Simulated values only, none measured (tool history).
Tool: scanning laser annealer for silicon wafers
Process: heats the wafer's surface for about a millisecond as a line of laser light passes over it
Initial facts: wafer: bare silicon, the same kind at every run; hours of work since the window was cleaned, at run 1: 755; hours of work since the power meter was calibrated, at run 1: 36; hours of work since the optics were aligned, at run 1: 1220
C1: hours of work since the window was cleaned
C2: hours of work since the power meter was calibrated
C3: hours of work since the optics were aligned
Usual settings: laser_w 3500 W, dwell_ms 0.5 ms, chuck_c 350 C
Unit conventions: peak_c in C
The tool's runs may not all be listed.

Run 1, hour 0: usual settings; C1 755; C2 36; C3 1220. Result: peak_c 1122 C.
Run 2, hour 24.3: usual settings but chuck_c 345 C; C1 771; C2 51; C3 1236. Result: peak_c 1118 C.
Run 3, hour 46.6: usual settings; C1 785; C2 66; C3 1250. Result: peak_c 1123 C.
Run 4, hour 63.3: usual settings; C1 795; C2 76; C3 1260. Result: peak_c 1127 C.
Run 5, hour 79.2: usual settings; C1 805; C2 86; C3 1270. Result: peak_c 1120 C.
Run 6, hour 91.7: usual settings; C1 813; C2 94; C3 1278. Result: peak_c 1123 C.
Run 7, hour 104.7: usual settings but laser_w 3013 W; C1 822; C2 103; C3 1287. Result: peak_c 1004 C.
Run 8, hour 120.1: usual settings but laser_w 3013 W; C1 831; C2 112; C3 1296. Result: peak_c 1000 C.
Run 9, hour 146.2: usual settings; C1 848; C2 129; C3 1313. Result: peak_c 1123 C.
Run 10, hour 176.2: usual settings but dwell_ms 0.595 ms; C1 867; C2 148; C3 1332. Result: peak_c 1185 C.
At hour 185.7: window over the wafer cleaned.
Run 11, hour 202: usual settings but dwell_ms 0.595 ms; C1 10; C2 163; C3 1347. Result: peak_c 1204 C.
Run 12, hour 218.6: usual settings but dwell_ms 0.595 ms; C1 21; C2 174; C3 1358. Result: peak_c 1203 C.
Run 13, hour 242.9: usual settings but dwell_ms 0.595 ms; C1 36; C2 189; C3 1373. Result: peak_c 1197 C.
Run 14, hour 271.4: usual settings but dwell_ms 0.595 ms; C1 54; C2 207; C3 1391. Result: peak_c 1199 C.
Run 15, hour 292.6: usual settings but dwell_ms 0.595 ms; C1 68; C2 221; C3 1405. Result: peak_c 1201 C.
Run 16, hour 319.4: usual settings but dwell_ms 0.595 ms; C1 85; C2 238; C3 1422. Result: peak_c 1203 C.
Run 17, hour 347.5: usual settings; C1 103; C2 256; C3 1440. Result: peak_c 1138 C.
Run 18, hour 367.6: usual settings; C1 116; C2 268; C3 1453. Result: peak_c 1135 C.
Run 19, hour 392.4: usual settings; C1 131; C2 284; C3 1468. Result: peak_c 1136 C.
Run 20, hour 409.7: usual settings; C1 142; C2 295; C3 1479. Result: peak_c 1134 C.
Run 21, hour 435.8: usual settings but chuck_c 372 C; C1 159; C2 312; C3 1496. Result: peak_c 1157 C.
Run 22, hour 465: usual settings but dwell_ms 0.364 ms, chuck_c 349 C; C1 178; C2 330; C3 1514. Result: peak_c 1033 C.
Run 23, hour 484.7: usual settings but dwell_ms 0.364 ms, chuck_c 349 C; C1 190; C2 343; C3 1527. Result: peak_c 1035 C.
Run 24, hour 507.8: usual settings but laser_w 3094 W, dwell_ms 0.394 ms, chuck_c 338 C; C1 205; C2 358; C3 1542. Result: peak_c 951 C.
Run 25, hour 532.2: usual settings but laser_w 3410 W, dwell_ms 0.424 ms, chuck_c 338 C; C1 220; C2 373; C3 1557. Result: peak_c 1048 C.
Run 26, hour 553: usual settings but laser_w 3410 W, dwell_ms 0.424 ms, chuck_c 338 C; C1 233; C2 386; C3 1570. Result: peak_c 1044 C.
Run 27, hour 572.2: usual settings but laser_w 3637 W, dwell_ms 0.352 ms, chuck_c 329 C; C1 246; C2 399; C3 1583. Result: peak_c 1030 C.
Run 28, hour 601.5: usual settings but laser_w 3384 W, dwell_ms 0.352 ms, chuck_c 329 C; C1 264; C2 417; C3 1601. Result: peak_c 973 C.
Run 29, hour 621: usual settings but laser_w 3046 W, dwell_ms 0.391 ms, chuck_c 347 C; C1 277; C2 430; C3 1614. Result: peak_c 942 C.
Run 30, hour 646.5: usual settings but laser_w 3046 W, dwell_ms 0.391 ms, chuck_c 347 C; C1 293; C2 446; C3 1630. Result: peak_c 944 C.
Run 31, hour 666.9: usual settings but laser_w 3706 W; C1 306; C2 459; C3 1643. Result: peak_c 1182 C.
Run 32, hour 695.7: usual settings but laser_w 3325 W, dwell_ms 0.398 ms, chuck_c 379 C; C1 324; C2 477; C3 1661. Result: peak_c 1042 C.
Run 33, hour 708.1: usual settings but laser_w 3156 W, dwell_ms 0.398 ms, chuck_c 313 C; C1 332; C2 485; C3 1669. Result: peak_c 942 C.
Run 34, hour 723.6: usual settings but laser_w 3104 W, dwell_ms 0.397 ms, chuck_c 318 C; C1 342; C2 495; C3 1679. Result: peak_c 932 C.
Run 35, hour 740.3: usual settings but laser_w 3024 W, chuck_c 365 C; C1 353; C2 505; C3 1690. Result: peak_c 1022 C.
Run 36, hour 753.9: usual settings but laser_w 3024 W, chuck_c 365 C; C1 361; C2 514; C3 1698. Result: peak_c 1020 C.
Run 37, hour 784.4: usual settings but laser_w 3024 W, dwell_ms 0.443 ms, chuck_c 365 C; C1 381; C2 533; C3 1718. Result: peak_c 987 C.
Run 38, hour 810.5: usual settings but laser_w 3512 W, dwell_ms 0.456 ms, chuck_c 341 C; C1 397; C2 550; C3 1734. Result: peak_c 1089 C.
Run 39, hour 839.2: usual settings but laser_w 3306 W, dwell_ms 0.593 ms, chuck_c 373 C; C1 415; C2 568; C3 1752. Result: peak_c 1158 C.
Run 40, hour 865.9: usual settings but chuck_c 358 C; C1 432; C2 585; C3 1769. Result: peak_c 1131 C.
Run 41, hour 889.3: usual settings but chuck_c 358 C; C1 447; C2 600; C3 1784. Result: peak_c 1133 C.

Branching from run 41: 3 alternative next runs. What would each branch give?
Run A, hour 912.6: usual settings but laser_w 3784 W, dwell_ms 0.478 ms, chuck_c 316 C; C1 462; C2 615; C3 1799. Result: peak_c ?.
Run B, hour 912.6: usual settings but dwell_ms 0.496 ms; C1 462; C2 615; C3 1799. Result: peak_c ?.
Run C, hour 912.6: usual settings but laser_w 3670 W, chuck_c 337 C; C1 462; C2 615; C3 1799. Result: peak_c ?.

run  peak_c
  A    1147
  B    1117
  C    1152
Take away the tool's hidden state, keep each run's random variation, and the runs would have read:
run  peak_c
  A    1188
  B    1155
  C    1192

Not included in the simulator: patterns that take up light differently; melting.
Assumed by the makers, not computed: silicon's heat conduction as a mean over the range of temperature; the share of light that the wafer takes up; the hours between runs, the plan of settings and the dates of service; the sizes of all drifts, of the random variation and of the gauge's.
